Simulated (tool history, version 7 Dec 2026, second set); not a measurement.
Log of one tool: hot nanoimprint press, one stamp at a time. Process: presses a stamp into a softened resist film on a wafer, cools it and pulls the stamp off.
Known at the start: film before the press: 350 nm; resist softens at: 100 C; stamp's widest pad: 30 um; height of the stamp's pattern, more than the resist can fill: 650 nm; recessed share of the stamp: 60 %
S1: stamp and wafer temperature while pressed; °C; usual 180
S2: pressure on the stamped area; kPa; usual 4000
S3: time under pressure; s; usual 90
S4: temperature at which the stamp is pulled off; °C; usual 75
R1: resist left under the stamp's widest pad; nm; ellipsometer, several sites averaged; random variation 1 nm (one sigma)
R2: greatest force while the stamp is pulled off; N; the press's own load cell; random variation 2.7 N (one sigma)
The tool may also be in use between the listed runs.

run   hour   S1    S2  S3  S4     R1   R2
  1      0  180  4000  90  75  148.9  190
  2   15.3  180  4000  90  75  148.5  192
  3   22.1  180  4000  90  75  149.1  194
  4   36.9  180  4000  90  63  148.3  225
  5   46.1  180  4000  90  63  148.5  228
  6   60.1  180  4000  90  63  148.6  232
  7   72.3  180  5860  90  75  124.9  197
      85.1  -- plate thermocouple calibrated
  8     90  180  5910  90  75  132.9  200
  9  101.5  180  5910  90  75  133.9  200
 10  115.5  180  5910  90  75  132.6  201
 11  125.7  180  3890  90  75  160.9  208
     138.3  -- stamp cleaned and given a new release coat
 12    142  180  3890  90  75  161.7  178
 13  156.1  180  5910  90  75  133.4  182
 14  164.9  180  5910  90  75  132.2  186
 15  175.3  183  4000  90  75  136.9  185
 16  183.8  183  6250  47  77  144.7  180
 17  191.9  183  6250  47  77  148.2  179
 18  205.7  183  6250  47  77    146  178
 19  220.8  183  6250  47  77  146.7  184
 20  234.3  187  4090  97  66  109.2  217
 21  248.1  184  4640  97  66  118.8  221
 22  258.5  184  4640  97  66  119.5  217
 23  270.9  178  5620  54  83  179.3  173
 24  282.9  178  5620  54  61  180.6  231
 25  290.1  187  4880  80  67  108.3  220
 26  301.6  187  4880  80  67  108.7  227
 27    311  169  2970  90  75  265.8  198

Run 28 comes next. What will it give?
 28  327.1  169  3540  61  73   ?   ?

R1: 272.2 nm
R2: 208 N
Without the tool's hidden state the same run would have given R1 275 nm, R2 188 N.

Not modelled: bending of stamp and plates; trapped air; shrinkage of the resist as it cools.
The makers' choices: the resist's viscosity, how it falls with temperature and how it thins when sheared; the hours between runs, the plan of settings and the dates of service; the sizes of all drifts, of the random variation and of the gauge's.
